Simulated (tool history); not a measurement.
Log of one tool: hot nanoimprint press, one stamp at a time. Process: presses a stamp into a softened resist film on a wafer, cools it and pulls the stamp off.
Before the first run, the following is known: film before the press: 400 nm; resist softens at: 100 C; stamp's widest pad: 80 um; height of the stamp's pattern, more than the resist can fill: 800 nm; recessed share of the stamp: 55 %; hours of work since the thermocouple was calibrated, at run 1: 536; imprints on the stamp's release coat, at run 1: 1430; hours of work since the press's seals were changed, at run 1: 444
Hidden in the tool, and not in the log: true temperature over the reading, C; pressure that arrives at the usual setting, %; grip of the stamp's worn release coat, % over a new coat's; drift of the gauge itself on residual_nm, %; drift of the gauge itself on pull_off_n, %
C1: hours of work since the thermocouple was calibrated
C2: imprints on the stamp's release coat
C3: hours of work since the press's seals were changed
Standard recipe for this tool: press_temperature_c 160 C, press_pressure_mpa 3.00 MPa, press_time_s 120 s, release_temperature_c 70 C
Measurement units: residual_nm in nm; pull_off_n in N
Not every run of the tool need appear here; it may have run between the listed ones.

{"run": 1, "hour": 0.0, "press_temperature_c": 160, "press_pressure_mpa": 3.0, "press_time_s": 120, "release_temperature_c": 70, "C1": 536, "C2": 1430, "C3": 444, "residual_nm": 225.0, "pull_off_n": 187}
{"run": 2, "hour": 18.6, "press_temperature_c": 160, "press_pressure_mpa": 3.0, "press_time_s": 120, "release_temperature_c": 67, "C1": 547, "C2": 1489, "C3": 455, "residual_nm": 224.1, "pull_off_n": 192}
{"run": 3, "hour": 36.9, "press_temperature_c": 160, "press_pressure_mpa": 3.0, "press_time_s": 120, "release_temperature_c": 70, "C1": 559, "C2": 1548, "C3": 467, "residual_nm": 227.5, "pull_off_n": 191}
{"run": 4, "hour": 48.6, "press_temperature_c": 160, "press_pressure_mpa": 3.0, "press_time_s": 120, "release_temperature_c": 70, "C1": 566, "C2": 1586, "C3": 474, "residual_nm": 225.2, "pull_off_n": 184}
{"run": 5, "hour": 62.7, "press_temperature_c": 160, "press_pressure_mpa": 3.0, "press_time_s": 120, "release_temperature_c": 70, "C1": 574, "C2": 1631, "C3": 483, "residual_nm": 224.7, "pull_off_n": 178}
{"run": 6, "hour": 79.4, "press_temperature_c": 160, "press_pressure_mpa": 3.01, "press_time_s": 120, "release_temperature_c": 70, "C1": 585, "C2": 1685, "C3": 493, "residual_nm": 226.2, "pull_off_n": 177}
{"run": 7, "hour": 89.3, "press_temperature_c": 160, "press_pressure_mpa": 3.0, "press_time_s": 120, "release_temperature_c": 70, "C1": 591, "C2": 1717, "C3": 499, "residual_nm": 226.5, "pull_off_n": 186}
{"hour": 102.9, "done": "plate thermocouple calibrated"}
{"run": 8, "hour": 107.8, "press_temperature_c": 160, "press_pressure_mpa": 3.0, "press_time_s": 120, "release_temperature_c": 70, "C1": 3, "C2": 1767, "C3": 509, "residual_nm": 226.6, "pull_off_n": 188}
{"run": 9, "hour": 123.9, "press_temperature_c": 156, "press_pressure_mpa": 3.0, "press_time_s": 120, "release_temperature_c": 70, "C1": 13, "C2": 1818, "C3": 519, "residual_nm": 266.6, "pull_off_n": 184}
{"run": 10, "hour": 137.3, "press_temperature_c": 156, "press_pressure_mpa": 3.0, "press_time_s": 120, "release_temperature_c": 70, "C1": 21, "C2": 1861, "C3": 527, "residual_nm": 268.3, "pull_off_n": 182}
{"run": 11, "hour": 146.0, "press_temperature_c": 156, "press_pressure_mpa": 3.0, "press_time_s": 120, "release_temperature_c": 70, "C1": 27, "C2": 1889, "C3": 532, "residual_nm": 272.5, "pull_off_n": 189}
{"run": 12, "hour": 155.3, "press_temperature_c": 160, "press_pressure_mpa": 2.16, "press_time_s": 120, "release_temperature_c": 70, "C1": 32, "C2": 1919, "C3": 538, "residual_nm": 254.6, "pull_off_n": 181}
{"run": 13, "hour": 164.5, "press_temperature_c": 160, "press_pressure_mpa": 3.0, "press_time_s": 120, "release_temperature_c": 68, "C1": 38, "C2": 1949, "C3": 544, "residual_nm": 226.3, "pull_off_n": 191}
{"run": 14, "hour": 175.1, "press_temperature_c": 160, "press_pressure_mpa": 3.0, "press_time_s": 147, "release_temperature_c": 68, "C1": 45, "C2": 1983, "C3": 550, "residual_nm": 209.0, "pull_off_n": 198}
{"run": 15, "hour": 191.4, "press_temperature_c": 160, "press_pressure_mpa": 3.89, "press_time_s": 147, "release_temperature_c": 68, "C1": 55, "C2": 2035, "C3": 560, "residual_nm": 188.2, "pull_off_n": 188}
{"run": 16, "hour": 204.6, "press_temperature_c": 160, "press_pressure_mpa": 2.37, "press_time_s": 147, "release_temperature_c": 56, "C1": 63, "C2": 2078, "C3": 568, "residual_nm": 228.2, "pull_off_n": 221}
{"run": 17, "hour": 212.2, "press_temperature_c": 164, "press_pressure_mpa": 2.22, "press_time_s": 120, "release_temperature_c": 70, "C1": 67, "C2": 2102, "C3": 573, "residual_nm": 209.5, "pull_off_n": 183}
{"run": 18, "hour": 226.5, "press_temperature_c": 150, "press_pressure_mpa": 3.67, "press_time_s": 120, "release_temperature_c": 70, "C1": 76, "C2": 2148, "C3": 582, "residual_nm": 321.4, "pull_off_n": 185}
{"run": 19, "hour": 238.7, "press_temperature_c": 165, "press_pressure_mpa": 3.67, "press_time_s": 237, "release_temperature_c": 70, "C1": 84, "C2": 2187, "C3": 589, "residual_nm": 119.4, "pull_off_n": 172}
{"hour": 260.0, "done": "stamp cleaned and given a new release coat"}
{"run": 20, "hour": 263.0, "press_temperature_c": 165, "press_pressure_mpa": 1.81, "press_time_s": 237, "release_temperature_c": 70, "C1": 95, "C2": 10, "C3": 601, "residual_nm": 167.2, "pull_off_n": 184}
{"run": 21, "hour": 281.2, "press_temperature_c": 165, "press_pressure_mpa": 1.81, "press_time_s": 237, "release_temperature_c": 70, "C1": 106, "C2": 69, "C3": 612, "residual_nm": 167.3, "pull_off_n": 184}
{"run": 22, "hour": 296.2, "press_temperature_c": 160, "press_pressure_mpa": 3.0, "press_time_s": 211, "release_temperature_c": 70, "C1": 115, "C2": 117, "C3": 621, "residual_nm": 185.2, "pull_off_n": 182}
{"run": 23, "hour": 304.1, "press_temperature_c": 160, "press_pressure_mpa": 4.58, "press_time_s": 76, "release_temperature_c": 70, "C1": 120, "C2": 142, "C3": 626, "residual_nm": 223.9, "pull_off_n": 187}
{"run": 24, "hour": 320.0, "press_temperature_c": 160, "press_pressure_mpa": 4.58, "press_time_s": 76, "release_temperature_c": 70, "C1": 130, "C2": 193, "C3": 636, "residual_nm": 225.9, "pull_off_n": 184}
{"run": 25, "hour": 332.0, "press_temperature_c": 170, "press_pressure_mpa": 4.3, "press_time_s": 204, "release_temperature_c": 74, "C1": 138, "C2": 232, "C3": 643, "residual_nm": 90.5, "pull_off_n": 168}
{"run": 26, "hour": 341.0, "press_temperature_c": 170, "press_pressure_mpa": 4.3, "press_time_s": 204, "release_temperature_c": 74, "C1": 143, "C2": 261, "C3": 649, "residual_nm": 90.3, "pull_off_n": 170}
{"run": 27, "hour": 349.8, "press_temperature_c": 161, "press_pressure_mpa": 3.97, "press_time_s": 204, "release_temperature_c": 74, "C1": 148, "C2": 289, "C3": 654, "residual_nm": 156.0, "pull_off_n": 172}
{"run": 28, "hour": 365.2, "press_temperature_c": 165, "press_pressure_mpa": 3.97, "press_time_s": 64, "release_temperature_c": 67, "C1": 158, "C2": 339, "C3": 664, "residual_nm": 196.9, "pull_off_n": 186}
{"run": 29, "hour": 382.2, "press_temperature_c": 160, "press_pressure_mpa": 2.54, "press_time_s": 120, "release_temperature_c": 70, "C1": 168, "C2": 393, "C3": 674, "residual_nm": 239.5, "pull_off_n": 186}

How the hidden state differs across the entries between the runs, from the last listed run before each to the first after it:
Run 7 -> run 8: plate thermocouple calibrated (hour 102.9)
  true temperature over the reading, C: -0.04 -> 0
Run 19 -> run 20: stamp cleaned and given a new release coat (hour 260.0)
  grip of the stamp's worn release coat, % over a new coat's: 0.9 -> 0

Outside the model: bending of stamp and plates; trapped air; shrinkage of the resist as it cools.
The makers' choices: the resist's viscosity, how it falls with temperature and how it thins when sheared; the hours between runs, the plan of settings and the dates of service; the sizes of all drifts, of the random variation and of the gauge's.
